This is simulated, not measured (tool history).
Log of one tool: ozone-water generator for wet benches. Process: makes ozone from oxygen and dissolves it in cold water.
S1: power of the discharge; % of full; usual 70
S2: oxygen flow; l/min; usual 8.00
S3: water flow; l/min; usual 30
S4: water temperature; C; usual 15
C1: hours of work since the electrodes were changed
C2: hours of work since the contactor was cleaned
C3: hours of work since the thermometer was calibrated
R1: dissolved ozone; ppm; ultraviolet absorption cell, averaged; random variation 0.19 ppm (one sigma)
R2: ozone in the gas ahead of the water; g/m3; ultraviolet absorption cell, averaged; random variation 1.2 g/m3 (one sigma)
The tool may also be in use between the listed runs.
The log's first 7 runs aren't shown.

| run | hour | S1 | S2 | S3 | S4 | C1 | C2 | C3 | R1 | R2 |
|---|---|---|---|---|---|---|---|---|---|---|
| 8 | 794.5 | 70 | 8.00 | 30 | 11 | 607 | 3660 | 657 | 27.9 | 210.6 |
| 9 | 952.8 | 70 | 8.00 | 30 | 11 | 723 | 3776 | 773 | 27.6 | 207.8 |
| 10 | 1043.8 | 70 | 8.00 | 30 | 11 | 790 | 3843 | 840 | 27.7 | 208.6 |
| 11 | 1156.4 | 70 | 8.00 | 30 | 11 | 873 | 3926 | 922 | 27.9 | 206.9 |
| 12 | 1231.4 | 70 | 8.00 | 30 | 11 | 928 | 3981 | 977 | 27.7 | 209.3 |
| 13 | 1361.8 | 70 | 8.00 | 30 | 11 | 1024 | 4077 | 1073 | 27.6 | 205.1 |
| 14 | 1495.4 | 70 | 8.00 | 30 | 11 | 1122 | 4175 | 1171 | 27.5 | 205.3 |
| 15 | 1631.5 | 70 | 6.95 | 30 | 15 | 1222 | 4275 | 1271 | 25.3 | 218.2 |
| 16 | 1772.7 | 40 | 6.95 | 30 | 15 | 1325 | 4379 | 1375 | 17.6 | 152.0 |
| 17 | 1863.1 | 40 | 6.95 | 30 | 15 | 1392 | 4445 | 1441 | 17.7 | 152.4 |
| 18 | 1939.5 | 40 | 6.95 | 30 | 15 | 1448 | 4501 | 1497 | 17.6 | 153.6 |
| 19 | 2007.4 | 40 | 6.95 | 30 | 15 | 1498 | 4551 | 1547 | 17.7 | 152.6 |
| 20 | 2153.2 | 71 | 9.11 | 27 | 9 | 1605 | 4658 | 1654 | 31.6 | 197.7 |
| 21 | 2273.1 | 52 | 12.68 | 27 | 9 | 1693 | 4746 | 1742 | 27.0 | 141.0 |
| 22 | 2411.8 | 70 | 7.63 | 30 | 9 | 1795 | 4848 | 1844 | 27.5 | 208.0 |
| 23 | 2505.9 | 42 | 10.49 | 30 | 20 | 1864 | 4917 | 1913 | 17.7 | 132.3 |
| 24 | 2645.6 | 42 | 10.49 | 30 | 20 | 1967 | 5020 | 2016 | 17.4 | 132.9 |
| 25 | 2773.9 | 95 | 4.43 | 45 | 20 | 2061 | 5114 | 2110 | 16.4 | 313.6 |
| 26 | 2866.9 | 95 | 4.43 | 45 | 20 | 2129 | 5182 | 2178 | 16.7 | 311.7 |
| 27 | 2940.3 | 95 | 4.43 | 45 | 20 | 2183 | 5236 | 2232 | 16.6 | 308.4 |

Run 28 comes next. What will it give?
| 28 | 3056.0 | 70 | 8.00 | 20 | 11 | 2268 | 5321 | 2317 | ? | ? |

Run 28 gave R1 37.0 ppm, R2 202.5 g/m3.
Without the tool's hidden state the same run would have given R1 39.6 ppm, R2 210.8 g/m3.
